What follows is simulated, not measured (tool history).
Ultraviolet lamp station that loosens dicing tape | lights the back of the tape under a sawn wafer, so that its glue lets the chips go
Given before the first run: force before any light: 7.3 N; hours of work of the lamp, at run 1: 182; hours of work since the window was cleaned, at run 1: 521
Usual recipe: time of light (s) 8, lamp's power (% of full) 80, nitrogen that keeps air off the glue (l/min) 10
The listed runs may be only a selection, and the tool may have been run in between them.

run   hour  time of light (s)  lamp's power (% of full)  nitrogen that keeps air off the glue (l/min)  hours of work of the lamp  hours of work since the window was cleaned  force that peels the tape off (N)  light that reached the tape (J/m2)
  1      0                  8                        80                                            10                        182                                         521                              0.788                                2380
  2      5                  8                        80                                            10                        185                                         524                              0.809                                2430
  3     13                  8                        80                                            10                        190                                         529                              0.793                                2360
  4     21                  9                        80                                            10                        194                                         534                              0.618                                2660
  5   29.8                  9                        80                                            10                        200                                         539                               0.61                                2690
  6   35.3                  9                        80                                            10                        203                                         542                              0.615                                2670
  7   44.8                  9                        63                                            10                        208                                         548                              1.057                                2110
  8   49.1                  9                        63                                            10                        211                                         550                              1.042                                2060
  9   59.1                  8                        80                                            10                        217                                         556                              0.866                                2360
 10   64.5                  8                        80                                            10                        220                                         560                               0.82                                2360
 11   74.7                  8                        80                                            10                        226                                         566                               0.83                                2300
 12   81.9                  8                        80                                            10                        230                                         570                              0.856                                2360
 13   86.3                  8                        70                                            10                        233                                         573                              1.093                                2060
 14   93.1                  8                        70                                            10                        237                                         577                              1.136                                2060
 15  100.3                  8                        80                                            10                        241                                         581                              0.866                                2280
 16  106.8                  8                        80                                            10                        245                                         585                              0.865                                2310
 17  114.6                  8                        80                                            10                        250                                         589                              0.896                                2320
 18  121.2                  8                        82                                            10                        254                                         593                              0.852                                2350
 19  129.7                  5                        80                                            10                        259                                         598                              1.853                                1440
 20  135.7                  5                        80                                            10                        262                                         602                              1.943                                1470
 21  143.1                  5                        80                                            10                        267                                         606                              1.903                                1430
 22  148.8                 11                        80                                            10                        270                                         610                              0.441                                3090
 23  154.1                 11                        80                                            10                        273                                         613                              0.451                                3120
 24  160.1                 11                        80                                            10                        277                                         616                              0.444                                3130
 25  169.9                  7                        69                                            10                        283                                         622                              1.487                                1670
 26  177.9                 14                        69                                             5                        287                                         627                              0.529                                3390
 27  185.5                  8                        68                                            11                        292                                         631                              1.184                                1920
 28  192.8                  8                        61                                            10                        296                                         636                              1.505                                1740

Run 29, settings as shown, results not yet in. Your forecast:
 29  202.4                  8                        61                                            10                        302                                         641                                  ?                                   ?

Run 29 yielded force that peels the tape off (N) 1.483, light that reached the tape (J/m2) 1730.
Were there no unlogged condition in the tool, this run, its random variation unchanged, would have produced force that peels the tape off (N) 0.882, light that reached the tape (J/m2) 2320.
